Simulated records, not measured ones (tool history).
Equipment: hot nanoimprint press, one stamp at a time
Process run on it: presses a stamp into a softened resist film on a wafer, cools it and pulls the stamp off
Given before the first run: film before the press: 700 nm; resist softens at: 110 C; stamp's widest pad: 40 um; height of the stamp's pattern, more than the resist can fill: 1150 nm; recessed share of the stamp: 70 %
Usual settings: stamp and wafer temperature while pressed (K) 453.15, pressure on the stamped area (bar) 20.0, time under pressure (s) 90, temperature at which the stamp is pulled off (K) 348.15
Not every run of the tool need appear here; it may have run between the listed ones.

run	hour	stamp and wafer temperature while pressed (K)	pressure on the stamped area (bar)	time under pressure (s)	temperature at which the stamp is pulled off (K)	resist left under the stamp's widest pad (Å)	greatest force while the stamp is pulled off (N)
1	0.0	453.15	20.0	90	348.15	2672	225
2	11.3	453.15	20.0	90	348.15	2652	225
3	22.7	453.15	20.0	90	348.15	2651	235
4	29.4	453.15	20.0	90	348.15	2707	224
# hour 35.2: plate thermocouple calibrated
5	40.9	453.15	20.0	70	348.15	2945	231
6	49.6	453.15	20.0	70	348.15	2938	229
7	58.8	453.15	20.0	70	348.15	2928	224
8	65.2	448.15	20.0	152	348.15	2893	223
9	75.5	448.15	20.0	152	348.15	2920	230
# hour 87.5: stamp cleaned and given a new release coat
10	89.8	441.15	12.1	90	336.15	5687	307
11	95.8	441.15	12.1	90	336.15	5702	319
12	105.9	457.15	21.4	133	340.15	1800	276
13	117.7	457.15	21.4	133	340.15	1815	277
# hour 124.8: gauge calibrated
14	130.0	459.15	20.0	90	348.15	1923	225

What if the next run were any one of these 5? Each begins from the tool's condition after run 14:
A	139.5	463.15	20.0	158	350.15	?	?
B	139.5	453.15	16.9	90	342.15	?	?
C	139.5	453.15	20.2	90	348.15	?	?
D	139.5	453.15	20.0	58	348.15	?	?
E	139.5	444.15	17.6	90	350.15	?	?

run	resist left under the stamp's widest pad (Å)	greatest force while the stamp is pulled off (N)
A	1260	215
B	2888	259
C	2631	231
D	3127	228
E	4496	215
Take away the tool's hidden state, keep each run's random variation, and the runs would have read:
run	resist left under the stamp's widest pad (Å)	greatest force while the stamp is pulled off (N)
A	1253	215
B	2873	258
C	2617	231
D	3111	227
E	4475	215

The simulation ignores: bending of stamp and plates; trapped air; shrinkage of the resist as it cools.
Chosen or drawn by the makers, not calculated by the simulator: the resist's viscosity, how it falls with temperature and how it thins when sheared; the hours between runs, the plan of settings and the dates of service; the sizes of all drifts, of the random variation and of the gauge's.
